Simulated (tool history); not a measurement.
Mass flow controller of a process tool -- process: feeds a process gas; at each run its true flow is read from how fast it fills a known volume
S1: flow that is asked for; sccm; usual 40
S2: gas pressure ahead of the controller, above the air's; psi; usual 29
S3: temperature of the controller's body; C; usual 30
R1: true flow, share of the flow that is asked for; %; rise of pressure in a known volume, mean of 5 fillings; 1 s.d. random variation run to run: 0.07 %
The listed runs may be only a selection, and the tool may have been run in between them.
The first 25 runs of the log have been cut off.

{"run": 26, "hour": 5803.9, "S1": 40, "S2": 29, "S3": 30, "R1": 101.03}
{"run": 27, "hour": 6011.0, "S1": 67, "S2": 23.5, "S3": 29, "R1": 100.96}
{"run": 28, "hour": 6185.3, "S1": 11, "S2": 38.7, "S3": 26, "R1": 103.53}
{"run": 29, "hour": 6480.3, "S1": 11, "S2": 38.7, "S3": 26, "R1": 103.72}
{"hour": 6550.4, "done": "controller's zero set anew, once more"}
{"run": 30, "hour": 6611.8, "S1": 97, "S2": 33.8, "S3": 30, "R1": 101.37}
{"run": 31, "hour": 6886.3, "S1": 97, "S2": 21.5, "S3": 30, "R1": 101.4}
{"run": 32, "hour": 7141.9, "S1": 11, "S2": 21, "S3": 30, "R1": 99.26}
{"run": 33, "hour": 7385.0, "S1": 11, "S2": 21, "S3": 30, "R1": 99.32}
{"run": 34, "hour": 7702.7, "S1": 18, "S2": 29, "S3": 27, "R1": 99.28}
{"run": 35, "hour": 7837.1, "S1": 18, "S2": 37, "S3": 27, "R1": 99.4}
{"run": 36, "hour": 8030.8, "S1": 71, "S2": 29, "S3": 30, "R1": 100.78}
{"run": 37, "hour": 8278.9, "S1": 19, "S2": 35.2, "S3": 29, "R1": 99.88}
{"run": 38, "hour": 8591.6, "S1": 13, "S2": 23.6, "S3": 22, "R1": 99.01}
{"run": 39, "hour": 8801.8, "S1": 13, "S2": 23.6, "S3": 22, "R1": 99.15}
{"run": 40, "hour": 9057.9, "S1": 40, "S2": 29, "S3": 22, "R1": 99.45}
{"run": 41, "hour": 9214.5, "S1": 40, "S2": 29, "S3": 22, "R1": 99.52}
{"run": 42, "hour": 9465.1, "S1": 98, "S2": 40.3, "S3": 30, "R1": 101.94}
{"run": 43, "hour": 9754.5, "S1": 40, "S2": 39.7, "S3": 25, "R1": 99.95}
{"run": 44, "hour": 9993.3, "S1": 40, "S2": 39.7, "S3": 25, "R1": 100.01}
{"run": 45, "hour": 10195.1, "S1": 29, "S2": 32.8, "S3": 25, "R1": 99.98}
{"run": 46, "hour": 10515.5, "S1": 29, "S2": 32.8, "S3": 25, "R1": 100.11}
{"run": 47, "hour": 10654.0, "S1": 29, "S2": 32.8, "S3": 25, "R1": 99.99}

4 options for the next run, each taken on its own from the tool as it stands now. Forecast them:
{"run": "A", "hour": 10797.5, "S1": 29, "S2": 37, "S3": 20, "R1": "?"}
{"run": "B", "hour": 10797.5, "S1": 17, "S2": 29, "S3": 30, "R1": "?"}
{"run": "C", "hour": 10797.5, "S1": 29, "S2": 22.3, "S3": 25, "R1": "?"}
{"run": "D", "hour": 10797.5, "S1": 76, "S2": 30.9, "S3": 25, "R1": "?"}

run=A R1=99.51
run=B R1=100.59
run=C R1=99.98
run=D R1=100.94
With the hidden condition removed and each run's random variation left untouched, the same runs would have given:
run=A R1=97.63
run=B R1=98.29
run=C R1=98.1
run=D R1=99.44
